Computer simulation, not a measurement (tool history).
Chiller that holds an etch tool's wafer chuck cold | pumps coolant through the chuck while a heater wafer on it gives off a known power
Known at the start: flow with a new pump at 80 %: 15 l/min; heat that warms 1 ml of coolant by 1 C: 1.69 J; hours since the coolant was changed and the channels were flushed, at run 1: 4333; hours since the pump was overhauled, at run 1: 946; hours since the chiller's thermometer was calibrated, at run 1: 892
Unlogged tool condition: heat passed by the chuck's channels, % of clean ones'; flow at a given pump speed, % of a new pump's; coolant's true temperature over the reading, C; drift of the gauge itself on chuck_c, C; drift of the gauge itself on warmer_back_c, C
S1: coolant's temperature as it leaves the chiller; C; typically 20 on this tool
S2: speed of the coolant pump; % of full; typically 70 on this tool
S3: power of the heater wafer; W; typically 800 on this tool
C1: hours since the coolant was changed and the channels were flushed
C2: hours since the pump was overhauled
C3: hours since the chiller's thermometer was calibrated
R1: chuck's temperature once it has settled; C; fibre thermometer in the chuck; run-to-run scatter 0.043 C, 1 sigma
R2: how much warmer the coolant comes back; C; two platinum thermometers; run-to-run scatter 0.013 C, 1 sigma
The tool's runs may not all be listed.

run 1 hour=0.0 | S1=20 S2=70 S3=800 | C1=4333 C2=946 C3=892 | R1=26.63 R2=2.22
run 2 hour=33.8 | S1=20 S2=70 S3=896 | C1=4367 C2=979 C3=926 | R1=27.37 R2=2.50
run 3 hour=57.0 | S1=20 S2=70 S3=896 | C1=4390 C2=1003 C3=949 | R1=27.40 R2=2.51
run 4 hour=72.0 | S1=20 S2=70 S3=883 | C1=4405 C2=1017 C3=964 | R1=27.28 R2=2.45
run 5 hour=106.5 | S1=20 S2=70 S3=883 | C1=4439 C2=1052 C3=999 | R1=27.28 R2=2.46
run 6 hour=124.2 | S1=12 S2=70 S3=800 | C1=4457 C2=1070 C3=1017 | R1=18.67 R2=2.20
run 7 hour=141.4 | S1=12 S2=70 S3=800 | C1=4474 C2=1087 C3=1034 | R1=18.59 R2=2.24
run 8 hour=172.7 | S1=12 S2=70 S3=800 | C1=4506 C2=1118 C3=1065 | R1=18.54 R2=2.22
run 9 hour=193.0 | S1=12 S2=70 S3=800 | C1=4526 C2=1138 C3=1085 | R1=18.58 R2=2.23
run 10 hour=214.8 | S1=27 S2=70 S3=800 | C1=4548 C2=1160 C3=1107 | R1=33.57 R2=2.24
run 11 hour=236.2 | S1=27 S2=70 S3=800 | C1=4569 C2=1182 C3=1129 | R1=33.59 R2=2.23
run 12 hour=264.9 | S1=20 S2=70 S3=1094 | C1=4598 C2=1210 C3=1157 | R1=29.08 R2=3.05
run 13 hour=292.7 | S1=20 S2=76 S3=800 | C1=4626 C2=1238 C3=1185 | R1=26.27 R2=2.03
run 14 hour=319.6 | S1=20 S2=76 S3=800 | C1=4653 C2=1265 C3=1212 | R1=26.23 R2=2.01
run 15 hour=349.7 | S1=20 S2=76 S3=800 | C1=4683 C2=1295 C3=1242 | R1=26.22 R2=2.03
run 16 hour=379.5 | S1=20 S2=76 S3=800 | C1=4712 C2=1325 C3=1272 | R1=26.30 R2=2.05
run 17 hour=407.9 | S1=23 S2=72 S3=1110 | C1=4741 C2=1353 C3=1300 | R1=32.16 R2=3.00
run 18 hour=433.9 | S1=23 S2=72 S3=1110 | C1=4767 C2=1379 C3=1326 | R1=32.07 R2=2.99
run 19 hour=460.2 | S1=23 S2=72 S3=1110 | C1=4793 C2=1406 C3=1353 | R1=32.02 R2=3.00
run 20 hour=480.4 | S1=14 S2=70 S3=888 | C1=4813 C2=1426 C3=1373 | R1=21.34 R2=2.46
run 21 hour=510.6 | S1=17 S2=70 S3=499 | C1=4844 C2=1456 C3=1403 | R1=21.04 R2=1.38
run 22 hour=536.5 | S1=17 S2=79 S3=942 | C1=4870 C2=1482 C3=1429 | R1=24.17 R2=2.31
run 23 hour=554.9 | S1=17 S2=79 S3=942 | C1=4888 C2=1500 C3=1447 | R1=24.18 R2=2.30
run 24 hour=582.4 | S1=28 S2=91 S3=643 | C1=4915 C2=1528 C3=1475 | R1=32.44 R2=1.34
run 25 hour=606.3 | S1=10 S2=70 S3=800 | C1=4939 C2=1552 C3=1499 | R1=16.62 R2=2.21
run 26 hour=633.4 | S1=10 S2=99 S3=515 | C1=4966 C2=1579 C3=1526 | R1=13.26 R2=0.99
run 27 hour=665.5 | S1=24 S2=68 S3=800 | C1=4999 C2=1611 C3=1558 | R1=30.71 R2=2.31
run 28 hour=687.1 | S1=10 S2=83 S3=800 | C1=5020 C2=1633 C3=1580 | R1=15.83 R2=1.86
run 29 hour=711.0 | S1=11 S2=64 S3=426 | C1=5044 C2=1657 C3=1604 | R1=14.69 R2=1.34
run 30 hour=731.8 | S1=11 S2=64 S3=426 | C1=5065 C2=1677 C3=1624 | R1=14.65 R2=1.34
run 31 hour=754.1 | S1=11 S2=64 S3=426 | C1=5087 C2=1700 C3=1647 | R1=14.63 R2=1.33

Pick out some run-to-run changes in R1. Of each, how much would a tool without hidden state show as well, from the settings, what came in and chance, and how much is left for the hidden state and any gauge scatter not in both results compared?
Run 9 -> 10: S1 12 -> 27. R1 +14.99 C: hidden state +0.00, all else +14.99.
Run 20 -> 21: S1 14 -> 17, S3 888 -> 499. R1 -0.30 C: hidden state -0.23, all else -0.07.
Run 24 -> 25: S1 28 -> 10, S2 91 -> 70, S3 643 -> 800. R1 -15.82 C: hidden state +0.16, all else -15.98.
Run 25 -> 26: S2 70 -> 99, S3 800 -> 515. R1 -3.36 C: hidden state -0.24, all else -3.12.
Run 26 -> 27: S1 10 -> 24, S2 99 -> 68, S3 515 -> 800. R1 +17.45 C: hidden state +0.26, all else +17.19.

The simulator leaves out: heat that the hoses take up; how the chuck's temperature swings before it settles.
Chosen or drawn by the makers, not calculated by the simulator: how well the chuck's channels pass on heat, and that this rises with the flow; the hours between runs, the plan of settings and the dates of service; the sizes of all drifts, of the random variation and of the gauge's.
